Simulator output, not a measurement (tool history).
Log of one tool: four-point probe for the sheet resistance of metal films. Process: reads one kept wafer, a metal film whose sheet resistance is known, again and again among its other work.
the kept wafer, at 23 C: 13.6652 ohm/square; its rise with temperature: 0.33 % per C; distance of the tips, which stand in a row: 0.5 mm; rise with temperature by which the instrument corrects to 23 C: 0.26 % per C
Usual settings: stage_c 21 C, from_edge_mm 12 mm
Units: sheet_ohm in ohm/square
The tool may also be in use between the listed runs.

run,hour,stage_c,from_edge_mm,sheet_ohm
1,0.0,21,12,13.519970
2,8.6,21,12,13.512093
3,17.6,21,12,13.513150
4,25.0,21,12,13.517520
5,41.3,21,12,13.512626
6,53.6,21,8,13.524587
7,71.7,29,19,13.574619
8,80.8,20,12,13.501784
9,90.1,24,9,13.547956
10,107.4,24,9,13.534387
11,118.5,24,9,13.536545

Taken out of this log: 1 entry between the listed runs. Where each belongs, and how the hidden state differs across it:
Between runs 4 and 5: stage's thermometer calibrated (hour 26.7)
  inner tips' distance over the nominal, %: -0.939 -> -0.953; tips' flats over new ones', %: 47 -> 48; wafer's true temperature over the reading, C: -0.09 -> -0.13
  measured less the result without the state, sheet_ohm: -0.142846 -> -0.146388 ohm/square

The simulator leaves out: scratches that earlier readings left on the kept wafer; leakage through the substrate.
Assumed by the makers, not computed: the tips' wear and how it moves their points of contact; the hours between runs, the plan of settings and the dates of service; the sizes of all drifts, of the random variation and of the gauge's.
